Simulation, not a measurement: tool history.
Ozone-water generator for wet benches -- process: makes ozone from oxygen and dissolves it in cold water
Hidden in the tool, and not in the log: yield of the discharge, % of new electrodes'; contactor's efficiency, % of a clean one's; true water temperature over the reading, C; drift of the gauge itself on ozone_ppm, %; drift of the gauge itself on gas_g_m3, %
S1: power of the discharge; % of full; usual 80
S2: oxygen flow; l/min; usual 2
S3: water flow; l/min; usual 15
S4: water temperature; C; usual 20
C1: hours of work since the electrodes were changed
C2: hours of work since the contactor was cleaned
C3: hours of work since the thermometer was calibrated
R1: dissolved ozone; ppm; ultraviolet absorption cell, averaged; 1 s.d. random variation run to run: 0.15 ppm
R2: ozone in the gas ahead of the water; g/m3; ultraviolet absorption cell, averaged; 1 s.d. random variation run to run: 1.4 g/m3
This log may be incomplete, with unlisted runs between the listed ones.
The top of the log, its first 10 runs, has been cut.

| run | day | S1 | S2 | S3 | S4 | C1 | C2 | C3 | R1 | R2 |
|---|---|---|---|---|---|---|---|---|---|---|
| 11 | 31.75 | 80 | 1.66 | 15 | 20 | 3138 | 616 | 859 | 14.2 | 238.1 |
| 12 | 35.608 | 80 | 1.66 | 15 | 20 | 3227 | 704 | 947 | 14.3 | 238.1 |
| 13 | 38.321 | 80 | 2 | 15 | 20 | 3289 | 766 | 1009 | 14.7 | 214 |
| 14 | 40.617 | 80 | 2 | 15 | 20 | 3341 | 819 | 1062 | 14.8 | 214.6 |
| 15 | 44.05 | 80 | 2 | 14 | 20 | 3420 | 898 | 1140 | 15.6 | 215.1 |
| 16 | 47.779 | 80 | 2 | 15 | 20 | 3505 | 983 | 1226 | 14.5 | 214.7 |
| 17 | 50.479 | 47 | 1.96 | 9 | 13 | 3567 | 1045 | 1287 | 20 | 168.8 |
| 18 | 54.204 | 47 | 1.96 | 9 | 13 | 3652 | 1130 | 1373 | 19.7 | 168.4 |
| 19 | 57.192 | 56 | 1.23 | 15 | 20 | 3720 | 1198 | 1441 | 10.9 | 230.5 |
| 20 | 60.233 | 49 | 2.58 | 19 | 25 | 3790 | 1268 | 1511 | 9 | 149.2 |
| 21 | 63.012 | 50 | 2.27 | 19 | 24 | 3854 | 1331 | 1574 | 9.3 | 159.7 |
| 22 | 65.646 | 45 | 2 | 18 | 15 | 3914 | 1392 | 1634 | 9.6 | 162.9 |
| 23 | 68.542 | 45 | 2 | 18 | 15 | 3980 | 1458 | 1701 | 9.6 | 162.6 |
| 24 | 71.258 | 80 | 2 | 12 | 25 | 4042 | 1520 | 1763 | 16.5 | 201.8 |
| 25 | 75.3 | 80 | 1.54 | 19 | 15 | 4135 | 1612 | 1855 | 10.6 | 232.3 |
| 26 | 78.958 | 80 | 1.54 | 19 | 16 | 4218 | 1696 | 1939 | 10.6 | 232.8 |
| 27 | 82.925 | 80 | 3.06 | 15 | 20 | 4309 | 1787 | 2030 | 14.6 | 161.5 |
| 28 | 86.242 | 91 | 1.21 | 18 | 27 | 4385 | 1863 | 2106 | 10.2 | 272.6 |
| 29 | 89.854 | 91 | 1.21 | 18 | 27 | 4468 | 1945 | 2188 | 10.1 | 270.9 |
| 30 | 91.817 | 76 | 3.18 | 11 | 21 | 4513 | 1990 | 2233 | 17.7 | 154.3 |
| 31 | 93.488 | 76 | 2.17 | 17 | 21 | 4551 | 2029 | 2272 | 11.5 | 187.4 |
| 32 | 97.121 | 76 | 1.43 | 21 | 21 | 4634 | 2112 | 2355 | 8.4 | 228.8 |

Each row is a separate what-if for the run after 32, all from the same tool condition, not one after another. Results?
| A | 100.604 | 75 | 1.43 | 21 | 21 | 4714 | 2191 | 2434 | ? | ? |
| B | 100.604 | 84 | 1.61 | 20 | 21 | 4714 | 2191 | 2434 | ? | ? |
| C | 100.604 | 80 | 3.28 | 15 | 20 | 4714 | 2191 | 2434 | ? | ? |

| run | R1 | R2 |
|---|---|---|
| A | 8.3 | 228.5 |
| B | 9.5 | 222.8 |
| C | 14.2 | 152.7 |
Without the tool's hidden state the same runs would have given:
| run | R1 | R2 |
|---|---|---|
| A | 11.2 | 303.3 |
| B | 13.1 | 299.6 |
| C | 19.5 | 204.2 |
